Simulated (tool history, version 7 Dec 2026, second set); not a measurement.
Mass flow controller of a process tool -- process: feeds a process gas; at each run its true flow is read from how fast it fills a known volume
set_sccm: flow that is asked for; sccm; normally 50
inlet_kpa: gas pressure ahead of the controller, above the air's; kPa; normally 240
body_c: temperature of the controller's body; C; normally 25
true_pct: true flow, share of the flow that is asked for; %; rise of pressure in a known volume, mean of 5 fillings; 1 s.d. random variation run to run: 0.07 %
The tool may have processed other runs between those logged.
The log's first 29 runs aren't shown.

{"run": 30, "hour": 1875.7, "set_sccm": 13, "inlet_kpa": 273, "body_c": 31, "true_pct": 96.56}
{"run": 31, "hour": 1958.5, "set_sccm": 13, "inlet_kpa": 273, "body_c": 31, "true_pct": 96.49}
{"run": 32, "hour": 2011.6, "set_sccm": 55, "inlet_kpa": 218, "body_c": 36, "true_pct": 98.06}
{"hour": 2020.0, "done": "controller's zero set anew"}
{"run": 33, "hour": 2077.0, "set_sccm": 36, "inlet_kpa": 156, "body_c": 25, "true_pct": 97.64}
{"run": 34, "hour": 2130.6, "set_sccm": 36, "inlet_kpa": 156, "body_c": 25, "true_pct": 97.73}
{"run": 35, "hour": 2202.1, "set_sccm": 50, "inlet_kpa": 207, "body_c": 25, "true_pct": 98.31}
{"run": 36, "hour": 2243.7, "set_sccm": 50, "inlet_kpa": 274, "body_c": 32, "true_pct": 97.87}
{"run": 37, "hour": 2321.7, "set_sccm": 20, "inlet_kpa": 276, "body_c": 21, "true_pct": 97.17}
{"hour": 2372.5, "done": "controller's zero set anew, once more"}
{"run": 38, "hour": 2372.5, "set_sccm": 20, "inlet_kpa": 276, "body_c": 21, "true_pct": 98.03}
{"run": 39, "hour": 2458.3, "set_sccm": 20, "inlet_kpa": 193, "body_c": 37, "true_pct": 97.24}
{"run": 40, "hour": 2533.2, "set_sccm": 20, "inlet_kpa": 150, "body_c": 27, "true_pct": 97.63}
{"run": 41, "hour": 2594.6, "set_sccm": 20, "inlet_kpa": 280, "body_c": 27, "true_pct": 97.87}
{"run": 42, "hour": 2649.1, "set_sccm": 20, "inlet_kpa": 280, "body_c": 27, "true_pct": 97.7}
{"run": 43, "hour": 2696.1, "set_sccm": 20, "inlet_kpa": 280, "body_c": 27, "true_pct": 97.71}
{"run": 44, "hour": 2774.6, "set_sccm": 18, "inlet_kpa": 229, "body_c": 21, "true_pct": 97.98}
{"run": 45, "hour": 2844.7, "set_sccm": 31, "inlet_kpa": 146, "body_c": 34, "true_pct": 97.47}

What does the tool deliver on the next run?
{"run": 46, "hour": 2923.0, "set_sccm": 64, "inlet_kpa": 144, "body_c": 30, "true_pct": "?"}

{"run 46": {"true_pct": 98.51}}
If the tool had no hidden condition, the same run with the same run-to-run variation would have returned true_pct 98.89 %.

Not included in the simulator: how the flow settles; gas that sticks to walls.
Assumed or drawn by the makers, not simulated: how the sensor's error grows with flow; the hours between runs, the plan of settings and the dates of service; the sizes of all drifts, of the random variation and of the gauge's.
